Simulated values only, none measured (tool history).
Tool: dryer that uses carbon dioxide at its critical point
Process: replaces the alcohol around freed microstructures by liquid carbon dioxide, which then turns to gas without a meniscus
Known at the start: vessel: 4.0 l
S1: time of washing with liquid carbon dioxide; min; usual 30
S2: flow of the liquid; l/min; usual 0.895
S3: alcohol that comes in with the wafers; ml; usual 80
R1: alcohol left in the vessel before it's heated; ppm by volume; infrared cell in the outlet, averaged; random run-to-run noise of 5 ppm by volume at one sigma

run,day,S1,S2,S3,R1
1,0,30,0.895,80,64
2,0.596,30,0.895,80,69
3,1.288,30,0.895,80,80
4,1.762,30,0.895,80,69
5,2.325,30,0.895,80,79
6,3.025,30,0.759,80,184
7,3.775,30,0.759,80,184
8,4.096,30,0.759,80,183
9,4.592,30,0.895,80,85
10,5.238,30,0.895,80,102
11,5.729,30,0.895,80,94
12,6.138,30,0.895,80,100
13,6.571,30,0.895,40,62
14,7.192,30,0.895,41,68
15,7.912,30,0.895,41,75
16,8.279,30,0.895,41,67
17,9.004,30,0.895,41,77
18,9.742,30,0.895,41,83
19,10.2,30,0.895,41,69
20,10.692,30,0.895,41,87
21,11.296,30,0.895,41,85
22,11.821,30,0.895,41,85
23,12.242,30,0.895,41,94
24,12.846,30,0.895,41,87
25,13.6,23,0.708,89,896
26,13.996,23,0.708,36,385
27,14.412,23,0.686,36,444
28,15.062,24,0.797,61,379
# day 15.446: inlet filter changed
29,15.6,24,0.797,61,220
30,16.3,24,0.797,61,227
31,16.917,24,1.345,116,67
32,17.529,28,0.76,21,87
33,18.175,30,0.595,25,155
34,18.5,33,0.595,51,186
35,19.125,44,0.912,110,66
36,19.692,30,0.644,23,131
37,20.225,27,1.395,74,66
38,20.954,23,1.238,74,83
39,21.317,23,1.238,74,93
40,21.842,37,0.895,93,83
41,22.308,26,0.895,36,106
42,22.725,26,0.895,36,109
43,23.258,26,0.895,36,108
44,23.838,24,0.895,71,208
45,24.333,38,0.812,42,87
46,25.033,32,0.921,82,107
47,25.692,32,0.921,82,103

Hidden state or all else? Some run-to-run changes of R1, split into what the settings, what came in and random variation would give without the hidden state, and what is left for the hidden state (with any gauge scatter that isn't in both results):
What the log doesn't record here: flow that reaches the vessel past the clogged filter, %; alcohol in the recycled carbon dioxide, ppm; drift of the gauge itself on alcohol_ppm, %.
Run 24 -> 25: S1 30 -> 23, S2 0.895 -> 0.708, S3 41 -> 89. R1 +809 ppm by volume: hidden state +351, all else +458.
Run 25 -> 26: S3 89 -> 36. R1 -511 ppm by volume: hidden state -222, all else -289.
Run 28 -> 29: inlet filter changed. R1 -159 ppm by volume: hidden state -165, all else +6.
Run 30 -> 31: S2 0.797 -> 1.345, S3 61 -> 116. R1 -160 ppm by volume: hidden state -1, all else -159.

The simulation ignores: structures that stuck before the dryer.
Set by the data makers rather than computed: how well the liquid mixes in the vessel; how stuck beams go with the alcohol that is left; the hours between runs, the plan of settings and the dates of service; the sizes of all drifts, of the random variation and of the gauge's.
